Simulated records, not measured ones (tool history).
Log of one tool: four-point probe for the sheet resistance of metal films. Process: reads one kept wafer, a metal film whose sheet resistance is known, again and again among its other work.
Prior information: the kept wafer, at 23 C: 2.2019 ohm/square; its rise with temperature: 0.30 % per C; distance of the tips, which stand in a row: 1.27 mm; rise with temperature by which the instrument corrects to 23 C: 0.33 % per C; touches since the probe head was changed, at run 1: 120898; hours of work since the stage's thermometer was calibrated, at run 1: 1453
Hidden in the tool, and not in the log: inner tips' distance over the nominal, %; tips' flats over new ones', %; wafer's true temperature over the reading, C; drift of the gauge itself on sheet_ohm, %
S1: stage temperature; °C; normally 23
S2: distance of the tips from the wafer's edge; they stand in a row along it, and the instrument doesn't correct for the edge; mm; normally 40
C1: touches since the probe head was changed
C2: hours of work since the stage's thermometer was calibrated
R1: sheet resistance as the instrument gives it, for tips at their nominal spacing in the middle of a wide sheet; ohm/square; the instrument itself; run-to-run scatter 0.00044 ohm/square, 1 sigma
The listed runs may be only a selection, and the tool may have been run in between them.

run    hour  S1  S2      C1    C2        R1
  1       0  23  40  120898  1453   2.19941
  2   103.1  23  40  124833  1531  2.199458
  3   203.8  23  40  128673  1606  2.198824
  4   290.4  23  31  131976  1671  2.199455
  5   390.4  23  40  135792  1746  2.198473
      407.3  -- stage's thermometer calibrated
  6   489.1  23  40  139538    61  2.197274
  7   588.2  23  20  143321   136  2.200507
  8   644.7  23  40  145474   178  2.196137
  9   715.2  23  40  148164   231  2.196637
 10     781  23  40  150676   280  2.195766
      874.3  -- stage's thermometer calibrated, once more
 11   880.6  23  40  154457     5  2.197276
 12   929.1  23  40  156309    41  2.197189
 13    1012  18  40  159469   103  2.199544
 14  1098.9  18  40  162784   169   2.19928
 15  1191.2  18  40  166306   238  2.199253
 16  1266.8  18  40  169190   295  2.199012
 17  1367.3  18  40  173027   370  2.198859
 18  1457.3  18  40  176460   438  2.197896
 19  1560.7  18  40  180405   515   2.19733
 20  1638.1  18  40  183356   573  2.197307
 21  1725.9  18  24  186705   639  2.199205
 22  1786.6  18  24  189023   685  2.198339
 23  1877.8  22  39  192503   753   2.19445
 24    1981  27   9  196440   831  2.213185
 25  2092.2  27   9  200681   914  2.213571

What will run 26 give?
 26  2181.8  24  69  204099  981   ?

Run 26 gave R1 2.191334 ohm/square.
On a tool with no hidden condition, and with the same random variation, this run would have come out at R1 2.201685 ohm/square.

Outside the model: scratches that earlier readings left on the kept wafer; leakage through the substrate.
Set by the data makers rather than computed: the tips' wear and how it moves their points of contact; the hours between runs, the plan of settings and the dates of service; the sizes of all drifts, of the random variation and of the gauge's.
